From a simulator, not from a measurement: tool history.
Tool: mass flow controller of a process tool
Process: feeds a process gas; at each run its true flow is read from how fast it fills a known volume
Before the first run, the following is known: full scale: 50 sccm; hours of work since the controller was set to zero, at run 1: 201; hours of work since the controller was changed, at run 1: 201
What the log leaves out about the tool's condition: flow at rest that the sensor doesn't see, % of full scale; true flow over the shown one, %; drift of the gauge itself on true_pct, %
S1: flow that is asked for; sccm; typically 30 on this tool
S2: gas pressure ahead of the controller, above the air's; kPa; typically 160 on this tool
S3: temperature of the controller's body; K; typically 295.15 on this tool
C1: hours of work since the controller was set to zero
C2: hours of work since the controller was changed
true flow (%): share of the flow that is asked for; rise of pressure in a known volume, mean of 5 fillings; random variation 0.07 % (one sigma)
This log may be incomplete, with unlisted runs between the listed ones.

{"run": 1, "day": 0.0, "S1": 30, "S2": 160, "S3": 295.15, "C1": 201, "C2": 201, "true flow (%)": 98.77}
{"run": 2, "day": 3.983, "S1": 30, "S2": 160, "S3": 295.15, "C1": 263, "C2": 263, "true flow (%)": 98.59}
{"run": 3, "day": 10.504, "S1": 30, "S2": 160, "S3": 295.15, "C1": 364, "C2": 364, "true flow (%)": 98.59}
{"run": 4, "day": 16.862, "S1": 30, "S2": 160, "S3": 295.15, "C1": 462, "C2": 462, "true flow (%)": 98.49}
{"run": 5, "day": 23.112, "S1": 30, "S2": 160, "S3": 295.15, "C1": 560, "C2": 560, "true flow (%)": 98.47}
{"run": 6, "day": 27.975, "S1": 30, "S2": 160, "S3": 299.15, "C1": 635, "C2": 635, "true flow (%)": 98.21}
{"run": 7, "day": 31.6, "S1": 30, "S2": 160, "S3": 299.15, "C1": 691, "C2": 691, "true flow (%)": 98.1}
{"run": 8, "day": 35.921, "S1": 8, "S2": 160, "S3": 299.15, "C1": 758, "C2": 758, "true flow (%)": 96.56}
{"run": 9, "day": 40.0, "S1": 8, "S2": 160, "S3": 299.15, "C1": 822, "C2": 822, "true flow (%)": 96.38}
{"run": 10, "day": 44.146, "S1": 35, "S2": 160, "S3": 295.15, "C1": 886, "C2": 886, "true flow (%)": 98.47}
{"run": 11, "day": 48.038, "S1": 37, "S2": 160, "S3": 295.15, "C1": 946, "C2": 946, "true flow (%)": 98.59}
{"run": 12, "day": 52.675, "S1": 37, "S2": 160, "S3": 295.15, "C1": 1019, "C2": 1019, "true flow (%)": 98.36}
{"day": 53.312, "done": "controller's zero set anew"}
{"run": 13, "day": 57.167, "S1": 7, "S2": 160, "S3": 295.15, "C1": 60, "C2": 1088, "true flow (%)": 95.67}
{"run": 14, "day": 61.167, "S1": 30, "S2": 272, "S3": 295.15, "C1": 122, "C2": 1150, "true flow (%)": 98.09}
{"run": 15, "day": 65.475, "S1": 30, "S2": 254, "S3": 306.15, "C1": 189, "C2": 1217, "true flow (%)": 97.25}
{"run": 16, "day": 71.738, "S1": 36, "S2": 254, "S3": 306.15, "C1": 286, "C2": 1314, "true flow (%)": 97.48}

Run 17 comes next. What will it give?
{"run": 17, "day": 77.867, "S1": 6, "S2": 160, "S3": 303.15, "C1": 381, "C2": 1409, "true flow (%)": "?"}

Run 17 gave true flow (%) 94.59.
Had the tool carried no hidden state, the very same run would have given true flow (%) 97.53.
